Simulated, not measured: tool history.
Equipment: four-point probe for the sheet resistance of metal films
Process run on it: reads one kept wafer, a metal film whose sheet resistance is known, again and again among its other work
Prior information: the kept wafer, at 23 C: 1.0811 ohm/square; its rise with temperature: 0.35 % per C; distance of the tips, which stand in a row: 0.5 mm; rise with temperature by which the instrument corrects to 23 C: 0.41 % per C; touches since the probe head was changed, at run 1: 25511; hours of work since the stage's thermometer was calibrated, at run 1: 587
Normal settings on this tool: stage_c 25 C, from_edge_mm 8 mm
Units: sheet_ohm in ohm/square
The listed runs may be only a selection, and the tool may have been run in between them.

run	hour	stage_c	from_edge_mm	touches since the probe head was changed	hours of work since the stage's thermometer was calibrated	sheet_ohm
1	0.0	25	8	25511	587	1.079715
2	38.9	25	6	26232	606	1.081568
3	88.3	25	5	27149	630	1.083581
4	146.5	25	5	28231	659	1.083377
5	174.7	25	5	28754	672	1.083508
6	232.1	25	5	29820	701	1.083715
7	275.5	25	74	30626	722	1.077813
8	331.3	25	74	31661	749	1.077793
9	368.1	25	74	32344	767	1.078069
10	428.8	29	8	33472	797	1.077676
11	479.5	29	8	34413	822	1.077722
12	522.7	29	8	35216	843	1.077710
# hour 527.4: stage's thermometer calibrated
13	573.4	29	8	36147	23	1.077776
14	604.5	29	8	36725	38	1.077565
# hour 625.4: stage's thermometer calibrated, once more
15	640.9	25	8	37391	8	1.081277
16	690.7	25	8	38316	32	1.081171
17	730.1	25	8	39047	51	1.081407
18	790.0	25	8	40159	81	1.081305
19	824.7	25	8	40803	98	1.081029
20	881.4	25	8	41855	126	1.081626
21	932.0	25	8	42795	151	1.081562
22	980.8	25	8	43702	175	1.081119
23	1023.8	27	10	44500	196	1.079396
24	1057.9	27	10	45133	213	1.079634
25	1103.7	29	4	45982	235	1.085941
26	1142.0	29	19	46694	254	1.077633
27	1208.7	22	48	47932	287	1.081347
28	1274.4	25	72	49151	319	1.079728
29	1308.5	25	72	49786	336	1.079645
30	1348.0	25	8	50518	355	1.081931
31	1402.1	25	8	51523	382	1.082299
32	1469.4	21	55	52773	415	1.082540
33	1531.5	23	20	53926	445	1.081279
34	1590.1	23	20	55013	474	1.081635
35	1637.6	23	6	55895	497	1.085265
36	1697.2	21	27	57002	527	1.082894
37	1746.5	21	27	57917	551	1.082754
38	1797.8	23	33	58869	576	1.081365
39	1844.9	23	4	59743	599	1.090557
40	1895.9	24	9	60691	624	1.082766
41	1924.9	24	26	61228	639	1.080963
42	1958.7	24	26	61856	655	1.081211
43	2017.8	30	6	62953	684	1.081236
44	2068.7	35	18	63899	709	1.074411

Entry by entry between the runs, the difference in hidden state between the last listed run before and the first listed run after:
In the gap between runs 12 and 13: stage's thermometer calibrated (hour 527.4)
  inner tips' distance over the nominal, %: -0.101 -> -0.095; tips' flats over new ones', %: 42 -> 44; wafer's true temperature over the reading, C: -0.18 -> -0.23
  what was measured, less what the result would be without the hidden state, sheet_ohm: -0.001839 -> -0.001970 ohm/square
In the gap between runs 14 and 15: stage's thermometer calibrated, once more (hour 625.4)
  inner tips' distance over the nominal, %: -0.092 -> -0.088; tips' flats over new ones', %: 44 -> 45; wafer's true temperature over the reading, C: -0.23 -> 0.02
  what was measured, less what the result would be without the hidden state, sheet_ohm: -0.001941 -> -0.000938 ohm/square

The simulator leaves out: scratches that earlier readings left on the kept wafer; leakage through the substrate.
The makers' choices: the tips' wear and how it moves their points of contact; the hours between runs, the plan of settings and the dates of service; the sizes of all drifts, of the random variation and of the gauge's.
